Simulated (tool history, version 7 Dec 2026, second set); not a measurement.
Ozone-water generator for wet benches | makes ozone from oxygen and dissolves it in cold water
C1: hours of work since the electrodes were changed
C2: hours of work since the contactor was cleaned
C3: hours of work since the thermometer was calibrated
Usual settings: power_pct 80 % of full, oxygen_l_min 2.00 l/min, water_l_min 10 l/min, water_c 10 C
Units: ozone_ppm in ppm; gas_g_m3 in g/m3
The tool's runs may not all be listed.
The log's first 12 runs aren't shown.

{"run": 13, "hour": 1031.2, "power_pct": 80, "oxygen_l_min": 2.0, "water_l_min": 8, "water_c": 10, "C1": 1329, "C2": 770, "C3": 2589, "ozone_ppm": 21.5, "gas_g_m3": 176.3}
{"run": 14, "hour": 1119.5, "power_pct": 80, "oxygen_l_min": 1.65, "water_l_min": 10, "water_c": 10, "C1": 1395, "C2": 836, "C3": 2655, "ozone_ppm": 17.3, "gas_g_m3": 201.4}
{"run": 15, "hour": 1191.9, "power_pct": 80, "oxygen_l_min": 1.65, "water_l_min": 10, "water_c": 10, "C1": 1449, "C2": 890, "C3": 2709, "ozone_ppm": 17.4, "gas_g_m3": 202.7}
{"run": 16, "hour": 1320.7, "power_pct": 80, "oxygen_l_min": 2.0, "water_l_min": 10, "water_c": 10, "C1": 1545, "C2": 986, "C3": 2805, "ozone_ppm": 17.3, "gas_g_m3": 176.5}
{"run": 17, "hour": 1414.6, "power_pct": 80, "oxygen_l_min": 2.0, "water_l_min": 10, "water_c": 10, "C1": 1615, "C2": 1056, "C3": 2875, "ozone_ppm": 17.2, "gas_g_m3": 176.8}
{"run": 18, "hour": 1529.4, "power_pct": 80, "oxygen_l_min": 2.0, "water_l_min": 10, "water_c": 14, "C1": 1701, "C2": 1142, "C3": 2961, "ozone_ppm": 16.2, "gas_g_m3": 175.7}
{"run": 19, "hour": 1621.2, "power_pct": 83, "oxygen_l_min": 2.0, "water_l_min": 10, "water_c": 14, "C1": 1769, "C2": 1210, "C3": 3030, "ozone_ppm": 16.5, "gas_g_m3": 179.1}
{"run": 20, "hour": 1716.8, "power_pct": 83, "oxygen_l_min": 2.0, "water_l_min": 10, "water_c": 14, "C1": 1841, "C2": 1282, "C3": 3101, "ozone_ppm": 16.3, "gas_g_m3": 177.3}
{"hour": 1730.5, "done": "contactor cleaned"}
{"run": 21, "hour": 1777.5, "power_pct": 51, "oxygen_l_min": 1.95, "water_l_min": 10, "water_c": 10, "C1": 1883, "C2": 35, "C3": 3143, "ozone_ppm": 13.1, "gas_g_m3": 138.2}
{"run": 22, "hour": 1878.4, "power_pct": 51, "oxygen_l_min": 1.95, "water_l_min": 10, "water_c": 10, "C1": 1958, "C2": 110, "C3": 3219, "ozone_ppm": 13.0, "gas_g_m3": 139.3}
{"run": 23, "hour": 1947.9, "power_pct": 51, "oxygen_l_min": 1.95, "water_l_min": 10, "water_c": 10, "C1": 2010, "C2": 162, "C3": 3270, "ozone_ppm": 12.8, "gas_g_m3": 137.2}
{"run": 24, "hour": 2009.4, "power_pct": 51, "oxygen_l_min": 1.95, "water_l_min": 10, "water_c": 10, "C1": 2056, "C2": 208, "C3": 3316, "ozone_ppm": 12.6, "gas_g_m3": 138.9}
{"run": 25, "hour": 2142.1, "power_pct": 51, "oxygen_l_min": 1.11, "water_l_min": 10, "water_c": 10, "C1": 2155, "C2": 307, "C3": 3415, "ozone_ppm": 12.3, "gas_g_m3": 203.4}
{"run": 26, "hour": 2212.8, "power_pct": 51, "oxygen_l_min": 1.11, "water_l_min": 10, "water_c": 10, "C1": 2208, "C2": 360, "C3": 3468, "ozone_ppm": 12.2, "gas_g_m3": 203.6}
{"run": 27, "hour": 2323.2, "power_pct": 74, "oxygen_l_min": 2.0, "water_l_min": 10, "water_c": 10, "C1": 2290, "C2": 442, "C3": 3551, "ozone_ppm": 15.2, "gas_g_m3": 163.0}
{"hour": 2344.6, "done": "contactor cleaned, once more"}
{"run": 28, "hour": 2452.9, "power_pct": 69, "oxygen_l_min": 2.0, "water_l_min": 11, "water_c": 10, "C1": 2384, "C2": 81, "C3": 3645, "ozone_ppm": 14.0, "gas_g_m3": 157.4}
{"run": 29, "hour": 2552.8, "power_pct": 88, "oxygen_l_min": 1.69, "water_l_min": 10, "water_c": 14, "C1": 2459, "C2": 155, "C3": 3719, "ozone_ppm": 17.0, "gas_g_m3": 199.2}
{"run": 30, "hour": 2646.4, "power_pct": 95, "oxygen_l_min": 2.0, "water_l_min": 10, "water_c": 13, "C1": 2529, "C2": 225, "C3": 3789, "ozone_ppm": 17.8, "gas_g_m3": 184.0}
{"run": 31, "hour": 2718.7, "power_pct": 95, "oxygen_l_min": 2.0, "water_l_min": 10, "water_c": 13, "C1": 2583, "C2": 279, "C3": 3843, "ozone_ppm": 17.8, "gas_g_m3": 183.5}
{"run": 32, "hour": 2848.7, "power_pct": 95, "oxygen_l_min": 2.0, "water_l_min": 10, "water_c": 13, "C1": 2680, "C2": 376, "C3": 3940, "ozone_ppm": 17.2, "gas_g_m3": 183.7}

5 ways to go on from here, each from the tool as it stands after run 32. What would each give?
{"run": "A", "hour": 2938.3, "power_pct": 80, "oxygen_l_min": 1.04, "water_l_min": 10, "water_c": 10, "C1": 2747, "C2": 443, "C3": 4007, "ozone_ppm": "?", "gas_g_m3": "?"}
{"run": "B", "hour": 2938.3, "power_pct": 66, "oxygen_l_min": 1.59, "water_l_min": 10, "water_c": 13, "C1": 2747, "C2": 443, "C3": 4007, "ozone_ppm": "?", "gas_g_m3": "?"}
{"run": "C", "hour": 2938.3, "power_pct": 71, "oxygen_l_min": 1.41, "water_l_min": 10, "water_c": 10, "C1": 2747, "C2": 443, "C3": 4007, "ozone_ppm": "?", "gas_g_m3": "?"}
{"run": "D", "hour": 2938.3, "power_pct": 95, "oxygen_l_min": 1.22, "water_l_min": 13, "water_c": 13, "C1": 2747, "C2": 443, "C3": 4007, "ozone_ppm": "?", "gas_g_m3": "?"}
{"run": "E", "hour": 2938.3, "power_pct": 80, "oxygen_l_min": 3.15, "water_l_min": 12, "water_c": 10, "C1": 2747, "C2": 443, "C3": 4007, "ozone_ppm": "?", "gas_g_m3": "?"}

run=A ozone_ppm=15.6 gas_g_m3=258.2
run=B ozone_ppm=14.6 gas_g_m3=175.2
run=C ozone_ppm=15.3 gas_g_m3=199.2
run=D ozone_ppm=12.5 gas_g_m3=253.5
run=E ozone_ppm=13.4 gas_g_m3=121.6
Without the tool's hidden state the same runs would have given:
run=A ozone_ppm=17.9 gas_g_m3=291.8
run=B ozone_ppm=16.5 gas_g_m3=195.8
run=C ozone_ppm=17.4 gas_g_m3=223.6
run=D ozone_ppm=14.5 gas_g_m3=289.6
run=E ozone_ppm=15.4 gas_g_m3=137.5

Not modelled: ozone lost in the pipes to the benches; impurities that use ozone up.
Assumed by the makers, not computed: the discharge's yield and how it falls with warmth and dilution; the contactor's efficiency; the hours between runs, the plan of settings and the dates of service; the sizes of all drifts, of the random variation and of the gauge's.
